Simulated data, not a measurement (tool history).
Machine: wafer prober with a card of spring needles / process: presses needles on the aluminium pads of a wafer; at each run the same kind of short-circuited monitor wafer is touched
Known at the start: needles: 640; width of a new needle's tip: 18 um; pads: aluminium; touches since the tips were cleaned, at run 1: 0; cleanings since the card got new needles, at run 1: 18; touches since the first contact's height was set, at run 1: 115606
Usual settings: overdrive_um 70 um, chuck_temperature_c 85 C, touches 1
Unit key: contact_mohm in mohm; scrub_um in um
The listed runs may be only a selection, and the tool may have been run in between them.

run,day,overdrive_um,chuck_temperature_c,touches,touches since the tips were cleaned,cleanings since the card got new needles,touches since the first contact's height was set,contact_mohm,scrub_um
1,0.000,70,85,1,0,18,115606,273,14.46
2,0.279,70,85,1,3444,18,119050,297,14.45
# day 0.467: tips cleaned on abrasive film
3,0.612,70,92,1,1781,19,123124,292,14.49
# day 0.775: height of the first contact set anew
# day 0.971: tips cleaned on abrasive film
4,1.046,70,92,1,939,20,3296,282,14.87
# day 1.429: tips cleaned on abrasive film
5,1.562,70,92,1,1672,21,9645,291,14.91
# day 1.929: tips cleaned on abrasive film
6,1.967,70,92,1,487,22,14599,281,14.85
7,2.288,52,92,1,4434,22,18546,328,11.06
# day 2.383: tips cleaned on abrasive film
8,2.667,52,92,1,3494,23,23188,317,10.97
# day 2.846: tips cleaned on abrasive film
9,3.179,52,92,1,4126,24,29507,323,10.91
# day 3.325: tips cleaned on abrasive film
10,3.646,52,92,1,3986,25,35256,324,10.95
# day 3.796: tips cleaned on abrasive film
11,4.092,52,92,1,3665,26,40717,326,10.90
# day 4.262: tips cleaned on abrasive film
12,4.567,52,92,1,3776,27,46543,325,10.88
# day 4.733: tips cleaned on abrasive film
13,4.883,52,92,1,1829,28,50400,306,10.87
# day 5.217: tips cleaned on abrasive film
14,5.446,52,92,1,2857,29,57333,321,10.90
# day 5.679: tips cleaned on abrasive film
15,5.750,52,92,1,864,30,61029,293,10.82
16,6.108,52,92,1,5328,30,65493,336,10.80
# day 6.154: tips cleaned on abrasive film
# day 6.604: tips cleaned on abrasive film
17,6.638,70,85,1,394,32,71937,276,14.56
18,7.017,50,35,1,5072,32,76615,325,10.35
# day 7.058: tips cleaned on abrasive film
19,7.317,50,35,1,3164,33,80293,314,10.33
# day 7.554: tips cleaned on abrasive film
20,7.821,70,26,1,3299,34,86482,283,14.60
# day 8.038: tips cleaned on abrasive film
21,8.054,70,26,1,233,35,89340,260,14.52

Predict the results of run 22:
22,8.338,53,26,2,3746,35,92853,?,?

contact_mohm: 285 mohm
scrub_um: 10.91 um
With no hidden state in the tool, this same run would have given contact_mohm 253 mohm, scrub_um 11.28 um.
